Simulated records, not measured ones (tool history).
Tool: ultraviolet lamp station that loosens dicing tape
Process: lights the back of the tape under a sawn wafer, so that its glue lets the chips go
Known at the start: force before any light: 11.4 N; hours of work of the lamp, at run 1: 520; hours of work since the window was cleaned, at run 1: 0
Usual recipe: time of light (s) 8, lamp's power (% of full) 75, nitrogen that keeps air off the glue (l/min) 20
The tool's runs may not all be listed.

run	hour	time of light (s)	lamp's power (% of full)	nitrogen that keeps air off the glue (l/min)	hours of work of the lamp	hours of work since the window was cleaned	force that peels the tape off (N)	light that reached the tape (mJ/cm²)
1	0.0	8	75	20	520	0	1.662	299
2	11.8	8	75	20	529	9	1.711	309
3	28.5	8	75	20	543	23	1.651	302
4	36.4	8	78	20	549	29	1.609	313
5	47.6	8	78	20	558	38	1.674	314
6	56.7	8	75	17	565	45	1.865	300
7	64.2	7	82	17	571	51	2.074	285
# hour 66.1: window cleaned of glue's vapour
8	75.3	7	82	23	579	7	1.802	288
9	85.5	7	82	23	587	15	1.794	282
10	93.7	14	94	20	594	22	0.385	653
11	105.7	7	63	20	603	31	2.925	215

Hidden condition of the tool, last listed run before each entry between runs versus first listed run after:
Between runs 7 and 8: window cleaned of glue's vapour (hour 66.1)
  lamp's light, % of a new lamp's: 87.8 -> 87.6; light that the window lets through, % of a clean one's: 98.3 -> 97.7
  what was measured, less what the result would be without the hidden state, force that peels the tape off (N): +0.459 -> +0.438; light that reached the tape (mJ/cm²): -45 -> -48
